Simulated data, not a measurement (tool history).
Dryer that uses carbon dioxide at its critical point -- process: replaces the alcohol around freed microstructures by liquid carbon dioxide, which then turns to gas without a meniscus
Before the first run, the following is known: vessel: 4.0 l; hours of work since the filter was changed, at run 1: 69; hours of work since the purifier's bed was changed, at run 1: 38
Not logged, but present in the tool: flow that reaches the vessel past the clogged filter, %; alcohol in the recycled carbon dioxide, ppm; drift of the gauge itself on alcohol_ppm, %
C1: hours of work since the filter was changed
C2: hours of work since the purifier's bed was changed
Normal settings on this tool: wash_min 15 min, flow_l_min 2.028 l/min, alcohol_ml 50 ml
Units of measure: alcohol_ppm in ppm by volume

Run 1, day 0.000: usual settings; C1 69; C2 38. Result: alcohol_ppm 32 ppm by volume.
Run 2, day 0.917: usual settings; C1 77; C2 46. Result: alcohol_ppm 37 ppm by volume.
Run 3, day 2.258: usual settings; C1 87; C2 56. Result: alcohol_ppm 41 ppm by volume.
Run 4, day 3.650: usual settings; C1 98; C2 67. Result: alcohol_ppm 53 ppm by volume.
Run 5, day 4.542: usual settings but flow_l_min 2.460 l/min; C1 105; C2 74. Result: alcohol_ppm 40 ppm by volume.
Run 6, day 5.471: usual settings but flow_l_min 2.460 l/min; C1 112; C2 81. Result: alcohol_ppm 37 ppm by volume.
Run 7, day 6.146: usual settings but flow_l_min 2.460 l/min; C1 117; C2 86. Result: alcohol_ppm 37 ppm by volume.
Run 8, day 6.846: usual settings but alcohol_ml 102 ml; C1 123; C2 92. Result: alcohol_ppm 81 ppm by volume.
Run 9, day 8.225: usual settings but alcohol_ml 102 ml; C1 133; C2 102. Result: alcohol_ppm 76 ppm by volume.
Run 10, day 9.417: usual settings but alcohol_ml 102 ml; C1 143; C2 112. Result: alcohol_ppm 80 ppm by volume.
Run 11, day 10.921: usual settings; C1 154; C2 123. Result: alcohol_ppm 73 ppm by volume.
Run 12, day 12.062: usual settings; C1 163; C2 132. Result: alcohol_ppm 77 ppm by volume.
Run 13, day 13.408: usual settings; C1 174; C2 143. Result: alcohol_ppm 83 ppm by volume.
At day 13.821: inlet filter changed.
Run 14, day 14.538: usual settings; C1 6; C2 151. Result: alcohol_ppm 75 ppm by volume.
Run 15, day 15.567: usual settings but flow_l_min 1.730 l/min; C1 14; C2 159. Result: alcohol_ppm 88 ppm by volume.
Run 16, day 17.108: usual settings but flow_l_min 1.730 l/min; C1 26; C2 171. Result: alcohol_ppm 103 ppm by volume.
Run 17, day 18.108: usual settings; C1 33; C2 179. Result: alcohol_ppm 93 ppm by volume.
Run 18, day 19.712: usual settings; C1 46; C2 191. Result: alcohol_ppm 89 ppm by volume.
Run 19, day 20.846: usual settings; C1 55; C2 200. Result: alcohol_ppm 95 ppm by volume.
Run 20, day 21.862: usual settings; C1 63; C2 208. Result: alcohol_ppm 86 ppm by volume.
Run 21, day 23.412: usual settings but wash_min 12 min; C1 75; C2 220. Result: alcohol_ppm 137 ppm by volume.
Run 22, day 25.033: usual settings but wash_min 12 min; C1 87; C2 233. Result: alcohol_ppm 145 ppm by volume.
Run 23, day 25.854: usual settings but wash_min 12 min; C1 94; C2 239. Result: alcohol_ppm 153 ppm by volume.
Run 24, day 27.417: usual settings but flow_l_min 1.890 l/min, alcohol_ml 69 ml; C1 106; C2 251. Result: alcohol_ppm 129 ppm by volume.
Run 25, day 28.233: usual settings but wash_min 10 min, alcohol_ml 42 ml; C1 112; C2 258. Result: alcohol_ppm 209 ppm by volume.
Run 26, day 29.417: usual settings but wash_min 13 min, flow_l_min 1.490 l/min, alcohol_ml 42 ml; C1 121; C2 267. Result: alcohol_ppm 257 ppm by volume.
Run 27, day 30.679: usual settings but wash_min 13 min, flow_l_min 2.550 l/min, alcohol_ml 42 ml; C1 131; C2 277. Result: alcohol_ppm 128 ppm by volume.
Run 28, day 32.096: usual settings but flow_l_min 2.050 l/min; C1 142; C2 288. Result: alcohol_ppm 125 ppm by volume.
Run 29, day 33.492: usual settings but flow_l_min 1.290 l/min; C1 153; C2 298. Result: alcohol_ppm 326 ppm by volume.
Run 30, day 35.033: usual settings but flow_l_min 1.290 l/min; C1 165; C2 310. Result: alcohol_ppm 332 ppm by volume.
At day 36.442: inlet filter changed.
Run 31, day 36.450: usual settings but flow_l_min 1.290 l/min; C1 0; C2 321. Result: alcohol_ppm 235 ppm by volume.
Run 32, day 37.296: usual settings but alcohol_ml 36 ml; C1 7; C2 328. Result: alcohol_ppm 136 ppm by volume.
Run 33, day 38.138: usual settings but wash_min 17 min, flow_l_min 2.060 l/min, alcohol_ml 73 ml; C1 13; C2 334. Result: alcohol_ppm 134 ppm by volume.
Run 34, day 39.133: usual settings but alcohol_ml 21 ml; C1 21; C2 342. Result: alcohol_ppm 147 ppm by volume.
Run 35, day 40.012: usual settings but wash_min 20 min, flow_l_min 2.880 l/min, alcohol_ml 75 ml; C1 28; C2 349. Result: alcohol_ppm 142 ppm by volume.
Run 36, day 41.538: usual settings but flow_l_min 1.320 l/min, alcohol_ml 60 ml; C1 40; C2 361. Result: alcohol_ppm 270 ppm by volume.
Run 37, day 42.979: usual settings but flow_l_min 1.320 l/min, alcohol_ml 60 ml; C1 51; C2 372. Result: alcohol_ppm 284 ppm by volume.
Run 38, day 44.308: usual settings but flow_l_min 1.320 l/min, alcohol_ml 60 ml; C1 61; C2 382. Result: alcohol_ppm 294 ppm by volume.
Run 39, day 45.829: usual settings but wash_min 17 min, flow_l_min 1.820 l/min, alcohol_ml 47 ml; C1 73; C2 394. Result: alcohol_ppm 162 ppm by volume.
Run 40, day 47.171: usual settings but wash_min 17 min, flow_l_min 2.130 l/min, alcohol_ml 114 ml; C1 83; C2 404. Result: alcohol_ppm 165 ppm by volume.
Run 41, day 48.483: usual settings but wash_min 17 min, flow_l_min 2.130 l/min, alcohol_ml 114 ml; C1 94; C2 415. Result: alcohol_ppm 166 ppm by volume.
Run 42, day 49.496: usual settings but flow_l_min 1.590 l/min, alcohol_ml 22 ml; C1 101; C2 423. Result: alcohol_ppm 188 ppm by volume.
Run 43, day 50.204: usual settings but wash_min 11 min, flow_l_min 2.920 l/min, alcohol_ml 111 ml; C1 107; C2 428. Result: alcohol_ppm 193 ppm by volume.
Run 44, day 51.650: usual settings but wash_min 10 min, flow_l_min 3.270 l/min; C1 118; C2 439. Result: alcohol_ppm 177 ppm by volume.

4 options for the next run, each taken on its own from the tool as it stands now. Forecast them:
Run A, day 52.858: usual settings but wash_min 9 min, flow_l_min 2.760 l/min; C1 128; C2 449. Result: alcohol_ppm ?.
Run B, day 52.858: usual settings but wash_min 10 min, flow_l_min 1.490 l/min, alcohol_ml 105 ml; C1 128; C2 449. Result: alcohol_ppm ?.
Run C, day 52.858: usual settings but wash_min 10 min, flow_l_min 2.430 l/min; C1 128; C2 449. Result: alcohol_ppm ?.
Run D, day 52.858: usual settings but wash_min 11 min, flow_l_min 2.540 l/min, alcohol_ml 112 ml; C1 128; C2 449. Result: alcohol_ppm ?.

run  alcohol_ppm
  A          239
  B         1148
  C          235
  D          237
The same runs, with their run-to-run variation unchanged, on a tool lacking any hidden condition would have given:
run  alcohol_ppm
  A           39
  B          636
  C           35
  D           34
